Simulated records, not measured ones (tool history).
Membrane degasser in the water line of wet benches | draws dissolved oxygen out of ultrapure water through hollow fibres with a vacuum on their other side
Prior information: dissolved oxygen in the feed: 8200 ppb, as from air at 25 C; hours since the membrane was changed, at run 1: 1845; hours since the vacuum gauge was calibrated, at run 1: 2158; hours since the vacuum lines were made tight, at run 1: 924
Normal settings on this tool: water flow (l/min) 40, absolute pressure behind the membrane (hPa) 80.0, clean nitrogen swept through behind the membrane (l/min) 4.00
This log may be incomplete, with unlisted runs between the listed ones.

| run | hour | water flow (l/min) | absolute pressure behind the membrane (hPa) | clean nitrogen swept through behind the membrane (l/min) | hours since the membrane was changed | hours since the vacuum gauge was calibrated | hours since the vacuum lines were made tight | dissolved oxygen in the water behind the degasser (ppb) | pressure that the water loses in the fibres (hPa) |
|---|---|---|---|---|---|---|---|---|---|
| 1 | 0.0 | 40 | 80.0 | 4.00 | 1845 | 2158 | 924 | 120.2 | 628.8 |
| 2 | 65.1 | 40 | 109.6 | 4.00 | 1910 | 2223 | 989 | 188.6 | 625.7 |
| 3 | 152.1 | 40 | 80.0 | 2.17 | 1997 | 2310 | 1076 | 203.6 | 629.8 |
| 4 | 225.6 | 40 | 80.0 | 2.17 | 2070 | 2383 | 1150 | 206.6 | 630.2 |
| 5 | 306.0 | 40 | 80.0 | 2.17 | 2151 | 2464 | 1230 | 206.2 | 630.2 |
| 6 | 357.2 | 40 | 80.0 | 4.00 | 2202 | 2515 | 1281 | 120.9 | 629.3 |
| 7 | 424.1 | 40 | 80.0 | 4.00 | 2269 | 2582 | 1348 | 120.5 | 630.2 |
| 8 | 473.8 | 40 | 80.0 | 4.00 | 2319 | 2632 | 1398 | 120.4 | 634.7 |
| 9 | 517.1 | 40 | 140.3 | 4.00 | 2362 | 2675 | 1441 | 258.1 | 634.3 |
| 10 | 579.3 | 40 | 80.0 | 4.00 | 2424 | 2737 | 1504 | 122.6 | 630.5 |
| 11 | 618.9 | 33 | 80.0 | 2.48 | 2464 | 2777 | 1543 | 154.6 | 518.0 |
| 12 | 687.0 | 33 | 80.0 | 2.48 | 2532 | 2845 | 1611 | 152.7 | 524.2 |
| 13 | 733.7 | 40 | 147.8 | 4.00 | 2579 | 2892 | 1658 | 274.4 | 633.3 |
| 14 | 795.9 | 55 | 55.3 | 4.00 | 2641 | 2954 | 1720 | 97.0 | 867.6 |
| 15 | 881.9 | 55 | 55.3 | 4.00 | 2727 | 3040 | 1806 | 96.9 | 871.3 |
| 16 | 947.7 | 55 | 55.3 | 4.00 | 2792 | 3106 | 1872 | 96.2 | 872.8 |
| 17 | 1016.4 | 24 | 84.2 | 4.00 | 2861 | 3174 | 1941 | 80.4 | 380.6 |
| 18 | 1058.3 | 33 | 80.0 | 4.00 | 2903 | 3216 | 1983 | 100.3 | 528.0 |
| 19 | 1130.2 | 33 | 80.0 | 4.00 | 2975 | 3288 | 2054 | 100.1 | 526.3 |

Measured result minus the same run's result without the hidden state. Both carry the same run-to-run variation, though not necessarily the same gauge scatter:
Hidden state present: membrane still open, %; true pressure behind the membrane over the reading, kPa; air that leaks in behind the membrane, l/min; drift of the gauge itself on oxygen_ppb, %; drift of the gauge itself on loss_of_pressure_kpa, %.
| run | dissolved oxygen in the water behind the degasser (ppb) | pressure that the water loses in the fibres (hPa) |
|---|---|---|
| 1 | +5.1 | +10.1 |
| 2 | +5.4 | +10.3 |
| 3 | +8.9 | +10.9 |
| 4 | +9.3 | +11.3 |
| 5 | +9.6 | +11.7 |
| 6 | +6.0 | +12.0 |
| 7 | +6.1 | +12.3 |
| 8 | +6.3 | +12.6 |
| 9 | +6.7 | +12.8 |
| 10 | +6.6 | +13.1 |
| 11 | +8.2 | +11.0 |
| 12 | +8.3 | +11.4 |
| 13 | +7.3 | +14.0 |
| 14 | +10.4 | +19.6 |
| 15 | +10.7 | +20.3 |
| 16 | +10.8 | +20.7 |
| 17 | +4.8 | +9.2 |
| 18 | +6.3 | +13.1 |
| 19 | +6.5 | +13.3 |

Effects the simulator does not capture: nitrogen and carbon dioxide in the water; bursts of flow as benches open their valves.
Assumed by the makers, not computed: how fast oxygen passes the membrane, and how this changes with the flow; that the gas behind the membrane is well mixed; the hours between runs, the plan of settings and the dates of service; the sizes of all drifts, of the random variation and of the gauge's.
